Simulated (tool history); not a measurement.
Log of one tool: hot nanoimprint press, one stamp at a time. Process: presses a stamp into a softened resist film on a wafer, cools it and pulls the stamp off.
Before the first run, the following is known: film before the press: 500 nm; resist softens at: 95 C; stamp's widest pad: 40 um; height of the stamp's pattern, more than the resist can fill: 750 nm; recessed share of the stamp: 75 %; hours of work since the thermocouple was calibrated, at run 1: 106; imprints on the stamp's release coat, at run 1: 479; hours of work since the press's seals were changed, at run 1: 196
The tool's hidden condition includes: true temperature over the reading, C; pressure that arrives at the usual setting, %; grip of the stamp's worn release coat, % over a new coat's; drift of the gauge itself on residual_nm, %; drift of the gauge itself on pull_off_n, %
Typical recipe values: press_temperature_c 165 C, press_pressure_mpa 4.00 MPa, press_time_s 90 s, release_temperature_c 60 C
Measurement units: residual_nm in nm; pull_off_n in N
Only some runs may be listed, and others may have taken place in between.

run,hour,press_temperature_c,press_pressure_mpa,press_time_s,release_temperature_c,hours of work since the thermocouple was calibrated,imprints on the stamp's release coat,hours of work since the press's seals were changed,residual_nm,pull_off_n
1,0.0,165,4.00,90,60,106,479,196,253.5,122
2,68.4,165,4.00,90,60,136,719,227,253.4,140
# hour 80.1: stamp cleaned and given a new release coat
3,143.4,165,4.00,90,60,167,223,257,252.8,122
4,217.4,165,4.00,90,60,199,483,290,252.2,128
5,277.6,165,4.00,90,60,226,694,317,252.7,137
# hour 294.1: stamp cleaned and given a new release coat
6,324.2,165,4.00,90,60,244,106,335,250.9,111
# hour 343.0: plate thermocouple calibrated
7,371.1,165,2.56,90,60,12,260,354,301.0,118
8,438.7,165,2.56,90,60,42,497,384,299.6,127
9,491.5,165,2.56,90,60,66,683,407,300.0,136
# hour 509.6: stamp cleaned and given a new release coat
10,567.5,165,2.56,90,60,97,203,438,299.0,116
11,627.4,165,2.56,90,60,123,414,465,300.2,125
12,661.6,156,4.00,90,60,138,534,480,335.5,126
# hour 696.0: plate thermocouple calibrated, once more
# hour 728.7: stamp cleaned and given a new release coat
13,736.6,156,4.00,90,60,15,28,509,344.9,107
14,799.6,156,4.00,90,60,43,249,537,344.6,120
15,845.1,165,2.47,90,53,63,409,557,311.6,127
16,882.9,165,2.47,90,53,80,542,574,312.7,137
17,916.0,158,2.47,111,53,95,658,589,360.0,133
# hour 940.5: stamp cleaned and given a new release coat
18,979.5,158,2.47,111,53,120,137,614,360.3,119
19,1047.5,158,2.47,111,53,150,376,644,359.2,131
20,1112.1,165,4.00,90,47,179,603,673,255.1,139
# hour 1151.6: stamp cleaned and given a new release coat
21,1191.8,165,2.88,90,58,211,142,705,292.1,117
22,1232.5,165,2.88,90,58,229,285,723,292.2,115
# hour 1287.4: plate thermocouple calibrated
23,1288.9,164,3.60,72,50,1,472,747,303.8,134
# hour 1326.3: press's hydraulic seals changed and the load cell set to zero
24,1336.4,164,3.60,72,50,18,611,4,298.4,140
# hour 1373.7: stamp cleaned and given a new release coat
25,1416.0,164,3.60,72,50,51,148,37,298.6,124

Branching from run 25: 5 alternative next runs. What would each branch give?
A,1461.3,172,4.00,90,60,71,307,57,?,?
B,1461.3,158,3.60,72,53,71,307,57,?,?
C,1461.3,173,3.60,91,50,71,307,57,?,?
D,1461.3,164,3.23,123,65,71,307,57,?,?
E,1461.3,165,5.47,130,67,71,307,57,?,?

run,residual_nm,pull_off_n
A,198.5,123
B,355.1,128
C,202.9,130
D,262.4,118
E,191.8,116
Take away the tool's hidden state, keep each run's random variation, and the runs would have read:
run,residual_nm,pull_off_n
A,197.5,111
B,354.0,116
C,202.0,118
D,261.4,107
E,190.5,105
